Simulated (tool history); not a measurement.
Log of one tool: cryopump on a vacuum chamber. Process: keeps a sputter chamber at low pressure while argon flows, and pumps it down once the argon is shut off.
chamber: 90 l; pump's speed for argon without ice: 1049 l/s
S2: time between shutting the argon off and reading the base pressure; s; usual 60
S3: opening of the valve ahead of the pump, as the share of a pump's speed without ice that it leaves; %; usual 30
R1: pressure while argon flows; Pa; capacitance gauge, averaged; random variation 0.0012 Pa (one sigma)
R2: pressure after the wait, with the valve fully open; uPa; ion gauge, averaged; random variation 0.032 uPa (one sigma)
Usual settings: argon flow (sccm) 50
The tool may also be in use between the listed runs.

Run 1, day 0.000: usual settings. Result: R1 0.2865 Pa, R2 2.85 uPa.
Run 2, day 1.146: usual settings. Result: R1 0.2889 Pa, R2 2.86 uPa.
Run 3, day 2.417: usual settings. Result: R1 0.2895 Pa, R2 2.74 uPa.
Run 4, day 4.388: usual settings. Result: R1 0.2901 Pa, R2 2.86 uPa.
At day 6.471: pump warmed up, emptied and cooled again.
Run 5, day 6.758: usual settings. Result: R1 0.2707 Pa, R2 2.62 uPa.
Run 6, day 8.150: usual settings but argon flow (sccm) 26. Result: R1 0.1413 Pa, R2 2.64 uPa.
Run 7, day 10.271: usual settings but argon flow (sccm) 26. Result: R1 0.1406 Pa, R2 2.57 uPa.
Run 8, day 12.446: usual settings but argon flow (sccm) 26, S3 29 %. Result: R1 0.1468 Pa, R2 2.69 uPa.
Run 9, day 13.717: usual settings but argon flow (sccm) 26, S2 65 s, S3 29 %. Result: R1 0.1480 Pa, R2 2.55 uPa.
Run 10, day 14.888: usual settings but argon flow (sccm) 26, S2 65 s, S3 29 %. Result: R1 0.1461 Pa, R2 2.53 uPa.
At day 15.679: leaking fittings of the chamber tightened, without venting.
Run 11, day 16.867: usual settings but argon flow (sccm) 26, S2 65 s, S3 29 %. Result: R1 0.1472 Pa, R2 1.62 uPa.
Run 12, day 19.158: usual settings. Result: R1 0.2768 Pa, R2 1.74 uPa.
Run 13, day 21.733: usual settings. Result: R1 0.2766 Pa, R2 1.77 uPa.
Run 14, day 23.208: usual settings. Result: R1 0.2767 Pa, R2 1.79 uPa.
Run 15, day 24.271: usual settings. Result: R1 0.2777 Pa, R2 1.78 uPa.
Run 16, day 26.129: usual settings but S3 37 %. Result: R1 0.2270 Pa, R2 1.82 uPa.
Run 17, day 28.475: usual settings but S3 37 %. Result: R1 0.2309 Pa, R2 1.79 uPa.
Run 18, day 30.858: usual settings but S3 37 %. Result: R1 0.2304 Pa, R2 1.80 uPa.
Run 19, day 32.412: usual settings but S3 25 %. Result: R1 0.3349 Pa, R2 1.78 uPa.
Run 20, day 34.908: usual settings but argon flow (sccm) 35, S2 36 s, S3 44 %. Result: R1 0.1381 Pa, R2 2.78 uPa.
Run 21, day 37.046: usual settings but argon flow (sccm) 32, S2 24 s, S3 28 %. Result: R1 0.1924 Pa, R2 3.92 uPa.
Run 22, day 39.062: usual settings but S2 169 s, S3 15 %. Result: R1 0.5527 Pa, R2 0.97 uPa.
Run 23, day 40.292: usual settings but argon flow (sccm) 92, S2 251 s, S3 15 %. Result: R1 1.0197 Pa, R2 0.83 uPa.
Run 24, day 42.550: usual settings but argon flow (sccm) 92, S2 251 s, S3 15 %. Result: R1 1.0243 Pa, R2 0.86 uPa.
Run 25, day 44.421: usual settings but argon flow (sccm) 52, S2 210 s, S3 18 %. Result: R1 0.4857 Pa, R2 0.87 uPa.
Run 26, day 46.050: usual settings but argon flow (sccm) 21, S2 91 s. Result: R1 0.1214 Pa, R2 1.44 uPa.
Run 27, day 47.150: usual settings but argon flow (sccm) 57, S2 239 s, S3 27 %. Result: R1 0.3653 Pa, R2 0.90 uPa.
Run 28, day 48.238: usual settings but argon flow (sccm) 40, S2 256 s, S3 27 %. Result: R1 0.2558 Pa, R2 0.93 uPa.
At day 50.308: pump warmed up, emptied and cooled again.
Run 29, day 50.879: usual settings but argon flow (sccm) 40, S2 256 s, S3 27 %. Result: R1 0.2413 Pa, R2 0.83 uPa.
Run 30, day 52.600: usual settings but argon flow (sccm) 40, S2 256 s, S3 27 %. Result: R1 0.2414 Pa, R2 0.80 uPa.
Run 31, day 55.054: usual settings but argon flow (sccm) 32, S2 110 s. Result: R1 0.1756 Pa, R2 1.23 uPa.
Run 32, day 56.462: usual settings but argon flow (sccm) 71, S2 56 s. Result: R1 0.3897 Pa, R2 1.97 uPa.
Run 33, day 58.833: usual settings but argon flow (sccm) 71, S2 20 s. Result: R1 0.3889 Pa, R2 4.70 uPa.
Run 34, day 60.175: usual settings but argon flow (sccm) 68, S2 37 s, S3 49 %. Result: R1 0.2311 Pa, R2 2.89 uPa.

Forecast each of these 4 alternatives for the next run:
Run A, day 62.346: usual settings but argon flow (sccm) 65, S3 18 %. Result: R1 ?, R2 ?.
Run B, day 62.346: usual settings but argon flow (sccm) 68, S2 44 s, S3 26 %. Result: R1 ?, R2 ?.
Run C, day 62.346: usual settings but argon flow (sccm) 68, S2 36 s, S3 49 %. Result: R1 ?, R2 ?.
Run D, day 62.346: usual settings but argon flow (sccm) 68, S2 37 s, S3 32 %. Result: R1 ?, R2 ?.

run      R1    R2
  A  0.5905  1.99
  B  0.4326  2.46
  C  0.2344  2.81
  D  0.3535  2.88
Without the tool's hidden state the same runs would have given:
run      R1    R2
  A  0.5808  1.70
  B  0.4224  2.18
  C  0.2242  2.53
  D  0.3432  2.59

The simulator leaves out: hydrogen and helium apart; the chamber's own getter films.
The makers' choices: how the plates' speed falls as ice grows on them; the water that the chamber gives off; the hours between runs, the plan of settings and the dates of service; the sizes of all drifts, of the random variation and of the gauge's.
